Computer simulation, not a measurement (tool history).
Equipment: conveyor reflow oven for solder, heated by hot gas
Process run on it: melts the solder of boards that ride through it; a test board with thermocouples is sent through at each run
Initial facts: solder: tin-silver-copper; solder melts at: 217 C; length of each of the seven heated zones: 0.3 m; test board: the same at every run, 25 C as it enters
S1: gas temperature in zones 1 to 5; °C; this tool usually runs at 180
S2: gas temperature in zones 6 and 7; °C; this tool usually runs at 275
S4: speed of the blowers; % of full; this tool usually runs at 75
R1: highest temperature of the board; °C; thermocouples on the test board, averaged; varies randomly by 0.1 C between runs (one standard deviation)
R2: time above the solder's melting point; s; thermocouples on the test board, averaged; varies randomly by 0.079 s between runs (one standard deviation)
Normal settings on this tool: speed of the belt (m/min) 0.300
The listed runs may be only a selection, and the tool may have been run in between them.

run 1 hour=0.0 | S1=180 S2=275 speed_of_the_belt_(m/min)=0.300 S4=75 | R1=263.1 R2=105.03
run 2 hour=26.3 | S1=180 S2=275 speed_of_the_belt_(m/min)=0.359 S4=75 | R1=257.7 R2=82.42
run 3 hour=37.6 | S1=180 S2=275 speed_of_the_belt_(m/min)=0.359 S4=75 | R1=257.7 R2=82.39
run 4 hour=57.3 | S1=180 S2=275 speed_of_the_belt_(m/min)=0.359 S4=75 | R1=257.8 R2=82.48
run 5 hour=77.1 | S1=180 S2=275 speed_of_the_belt_(m/min)=0.359 S4=75 | R1=257.5 R2=82.35
-- hour=82.8 belt drive overhauled, speed set with a stopwatch
run 6 hour=102.7 | S1=180 S2=275 speed_of_the_belt_(m/min)=0.261 S4=75 | R1=266.1 R2=124.46
run 7 hour=123.1 | S1=180 S2=275 speed_of_the_belt_(m/min)=0.261 S4=75 | R1=266.2 R2=124.35
run 8 hour=147.5 | S1=180 S2=275 speed_of_the_belt_(m/min)=0.261 S4=75 | R1=266.3 R2=124.44
-- hour=173.4 flux residue cleaned out of gas plates and filters
run 9 hour=174.3 | S1=176 S2=266 speed_of_the_belt_(m/min)=0.261 S4=75 | R1=257.7 R2=115.07
-- hour=189.4 belt drive overhauled, speed set with a stopwatch, once more
run 10 hour=192.6 | S1=176 S2=266 speed_of_the_belt_(m/min)=0.261 S4=75 | R1=257.3 R2=114.43
run 11 hour=209.8 | S1=187 S2=271 speed_of_the_belt_(m/min)=0.261 S4=75 | R1=263.0 R2=126.08
run 12 hour=227.7 | S1=173 S2=267 speed_of_the_belt_(m/min)=0.267 S4=71 | R1=257.1 R2=109.15
run 13 hour=248.2 | S1=185 S2=273 speed_of_the_belt_(m/min)=0.325 S4=51 | R1=255.1 R2=90.97
run 14 hour=268.5 | S1=180 S2=283 speed_of_the_belt_(m/min)=0.300 S4=74 | R1=269.9 R2=109.64

Hidden state or all else? Some run-to-run changes of R1, split into what the settings, what came in and random variation would give without the hidden state, and what is left for the hidden state (with any gauge scatter that isn't in both results):
The hidden state here: heat that the gas passes to the board, % of a clean oven's; belt's true speed, % of the reading; true gas temperature in zones 6 and 7 over the reading, C; drift of the gauge itself on peak_c, C; drift of the gauge itself on liquid_s, %.
Run 8 -> 9: S1 180 -> 176, S2 275 -> 266, flux residue cleaned out of gas plates and filters. R1 -8.6 °C: hidden state +0.3, all else -8.9.
Run 13 -> 14: S1 185 -> 180, S2 273 -> 283, speed of the belt (m/min) 0.325 -> 0.300, S4 51 -> 74. R1 +14.8 °C: hidden state -0.1, all else +14.9.
